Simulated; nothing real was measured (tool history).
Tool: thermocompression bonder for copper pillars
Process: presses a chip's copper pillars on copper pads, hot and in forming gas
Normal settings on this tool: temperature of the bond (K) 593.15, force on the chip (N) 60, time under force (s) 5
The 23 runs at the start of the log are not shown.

run	hour	temperature of the bond (K)	force on the chip (N)	time under force (s)	force that shears a chip off (N)
24	413.1	602.15	87	3	90.9
25	426.2	602.15	87	3	90
26	438	602.15	87	3	90.8
27	448.3	572.15	47	5	64.2
28	460.4	572.15	47	5	64.1
29	474.4	593.15	54	7	87.1
30	493.2	612.15	77	6	102
31	513.4	612.15	82	6	104.6
32	525.3	612.15	82	6	105
33	547.8	563.15	85	3	70.4
34	565.3	593.15	60	3	72.3
35	585.2	606.15	62	14	107.2
36	606.6	620.15	51	7	94.8
37	621.5	593.15	59	3	71.6

3 options for the next run, each taken on its own from the tool as it stands now. Forecast them:
A	642.2	593.15	60	15	?
B	642.2	617.15	37	3	?
C	642.2	617.15	45	7	?

run	force that shears a chip off (N)
A	102.4
B	64.2
C	88.8
Stripped of hidden state, with their random variation kept, the same runs would have yielded:
run	force that shears a chip off (N)
A	105.8
B	64.2
C	90.5
